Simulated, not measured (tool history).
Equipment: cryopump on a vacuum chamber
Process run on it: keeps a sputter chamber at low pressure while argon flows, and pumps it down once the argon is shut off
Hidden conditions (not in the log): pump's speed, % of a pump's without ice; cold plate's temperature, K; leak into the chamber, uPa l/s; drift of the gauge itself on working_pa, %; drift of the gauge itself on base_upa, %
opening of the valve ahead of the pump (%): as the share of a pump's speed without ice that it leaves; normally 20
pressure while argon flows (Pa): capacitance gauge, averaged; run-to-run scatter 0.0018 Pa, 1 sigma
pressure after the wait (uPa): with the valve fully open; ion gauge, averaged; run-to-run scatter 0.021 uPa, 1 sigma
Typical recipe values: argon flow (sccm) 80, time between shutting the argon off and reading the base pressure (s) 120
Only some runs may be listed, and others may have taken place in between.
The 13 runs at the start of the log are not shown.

| run | hour | argon flow (sccm) | time between shutting the argon off and reading the base pressure (s) | opening of the valve ahead of the pump (%) | hours of work since the pump was warmed up and emptied | hours of work since the cold head was overhauled | hours of work since the chamber's fittings were tightened | pressure while argon flows (Pa) | pressure after the wait (uPa) |
|---|---|---|---|---|---|---|---|---|---|
| 14 | 133.4 | 80 | 120 | 44 | 450 | 450 | 784 | 0.2152 | 0.73 |
| 15 | 142.1 | 80 | 120 | 44 | 457 | 457 | 791 | 0.2189 | 0.80 |
| 16 | 151.1 | 80 | 120 | 48 | 465 | 465 | 798 | 0.2004 | 0.79 |
| 17 | 164.4 | 80 | 120 | 48 | 476 | 476 | 809 | 0.2010 | 0.79 |
| 18 | 175.0 | 79 | 225 | 58 | 484 | 484 | 818 | 0.1681 | 0.68 |
| 19 | 189.5 | 79 | 225 | 33 | 496 | 496 | 829 | 0.2827 | 0.72 |
| 20 | 197.4 | 79 | 225 | 33 | 502 | 502 | 836 | 0.2827 | 0.74 |
| 21 | 204.5 | 79 | 34 | 33 | 508 | 508 | 842 | 0.2826 | 1.29 |
| 22 | 213.5 | 33 | 22 | 21 | 516 | 516 | 849 | 0.1797 | 1.56 |
| 23 | 223.8 | 33 | 22 | 21 | 524 | 524 | 857 | 0.1813 | 1.59 |
| 24 | 232.5 | 33 | 22 | 21 | 531 | 531 | 864 | 0.1810 | 1.58 |
| 25 | 240.9 | 43 | 37 | 20 | 538 | 538 | 871 | 0.2480 | 1.29 |
| 26 | 255.4 | 37 | 41 | 19 | 550 | 550 | 883 | 0.2222 | 1.12 |
| 27 | 261.8 | 48 | 41 | 37 | 555 | 555 | 888 | 0.1553 | 1.16 |
| 28 | 277.0 | 150 | 25 | 41 | 567 | 567 | 901 | 0.4442 | 1.56 |
| 29 | 291.5 | 150 | 131 | 28 | 579 | 579 | 913 | 0.6290 | 0.84 |
| 30 | 302.9 | 133 | 50 | 20 | 588 | 588 | 922 | 0.7707 | 1.12 |
| 31 | 309.2 | 107 | 120 | 31 | 594 | 594 | 927 | 0.4086 | 0.88 |
| 32 | 320.9 | 122 | 120 | 51 | 603 | 603 | 936 | 0.3006 | 0.88 |
| 33 | 334.7 | 122 | 27 | 34 | 614 | 614 | 948 | 0.4305 | 1.50 |
| 34 | 349.5 | 80 | 86 | 24 | 626 | 626 | 960 | 0.3909 | 1.00 |

Predict each of these 4 candidate next runs independently; none follows another, all start after run 34:
| A | 356.7 | 80 | 47 | 31 | 632 | 632 | 966 | ? | ? |
| B | 356.7 | 80 | 62 | 24 | 632 | 632 | 966 | ? | ? |
| C | 356.7 | 61 | 146 | 16 | 632 | 632 | 966 | ? | ? |
| D | 356.7 | 80 | 68 | 60 | 632 | 632 | 966 | ? | ? |

| run | pressure while argon flows (Pa) | pressure after the wait (uPa) |
|---|---|---|
| A | 0.3115 | 1.14 |
| B | 0.3920 | 1.09 |
| C | 0.4390 | 0.86 |
| D | 0.1718 | 1.01 |
Had the tool no hidden state, the same runs would have come out as:
| run | pressure while argon flows (Pa) | pressure after the wait (uPa) |
|---|---|---|
| A | 0.2838 | 0.61 |
| B | 0.3645 | 0.54 |
| C | 0.4179 | 0.32 |
| D | 0.1444 | 0.47 |
